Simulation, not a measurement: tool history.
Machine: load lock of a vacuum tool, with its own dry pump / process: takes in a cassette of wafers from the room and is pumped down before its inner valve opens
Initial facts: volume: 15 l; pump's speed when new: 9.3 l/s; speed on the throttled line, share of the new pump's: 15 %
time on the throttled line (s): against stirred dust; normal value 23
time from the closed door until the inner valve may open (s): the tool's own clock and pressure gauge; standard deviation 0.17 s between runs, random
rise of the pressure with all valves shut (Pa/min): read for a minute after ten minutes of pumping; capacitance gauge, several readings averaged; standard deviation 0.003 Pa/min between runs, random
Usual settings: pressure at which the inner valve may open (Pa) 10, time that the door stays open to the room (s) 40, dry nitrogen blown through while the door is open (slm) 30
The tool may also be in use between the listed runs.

run,hour,time on the throttled line (s),pressure at which the inner valve may open (Pa),time that the door stays open to the room (s),dry nitrogen blown through while the door is open (slm),"incoming humidity of the room's air, %",time from the closed door until the inner valve may open (s),rise of the pressure with all valves shut (Pa/min)
1,0,23,10,40,30,41.6,34.6,0.035
2,219.1,23,10,40,30,43.4,34.3,0.032
3,399.6,23,10,40,30,43.6,34.3,0.034
4,564.1,23,10,40,30,47.3,34.6,0.032
5,702.6,23,10,40,25,49.2,34.6,0.037
6,829.5,23,10,40,25,44.4,34.5,0.04
7,1029.6,23,10,40,30,43,34.2,0.028
8,1247.2,23,10,40,30,47.1,34.8,0.035
9,1481.9,23,10,40,30,43.9,34.4,0.029
10,1611.8,23,10,40,30,44.3,34.7,0.03
11,1860,23,10,40,30,47.2,34.4,0.035
12,1972.6,23,10,40,30,41.4,34.5,0.034
13,2114.4,23,10,40,30,44.6,34.5,0.036
14,2316.7,23,10,40,30,46.7,34.8,0.03
15,2485.3,23,10,40,30,46.5,34.1,0.028
16,2731.4,23,10,40,30,44.7,34.4,0.041
17,2915.6,15,17,144,30,45.6,27,0.048
18,3052.1,23,10,40,21,43.1,35,0.044
19,3174.8,30,12,40,21,44.4,40.4,0.042
20,3430.9,30,12,40,21,45.5,40,0.037
21,3700.6,43,12,40,21,46.6,51.2,0.041
22,3962,12,12,40,30,45.3,24.6,0.036
23,4171.1,19,7,38,12,44.5,31.9,0.048
24,4281.8,19,7,38,12,43.9,31.6,0.05
25,4393.2,19,7,38,12,42.4,31.7,0.049
26,4602.4,23,10,29,15,44,35,0.043
27,4735,23,10,170,10,45,34.4,0.091
28,4935.2,15,10,145,33,47.8,27.9,0.048

Withheld: 1 entry from between the runs. Position of each, and hidden state at the listed run before versus the listed run after:
Run 20 -> run 21: door's seal changed, seat wiped (hour 3470)
  leak at the door's seal, Pa l/s: 0.0023 -> 0.002

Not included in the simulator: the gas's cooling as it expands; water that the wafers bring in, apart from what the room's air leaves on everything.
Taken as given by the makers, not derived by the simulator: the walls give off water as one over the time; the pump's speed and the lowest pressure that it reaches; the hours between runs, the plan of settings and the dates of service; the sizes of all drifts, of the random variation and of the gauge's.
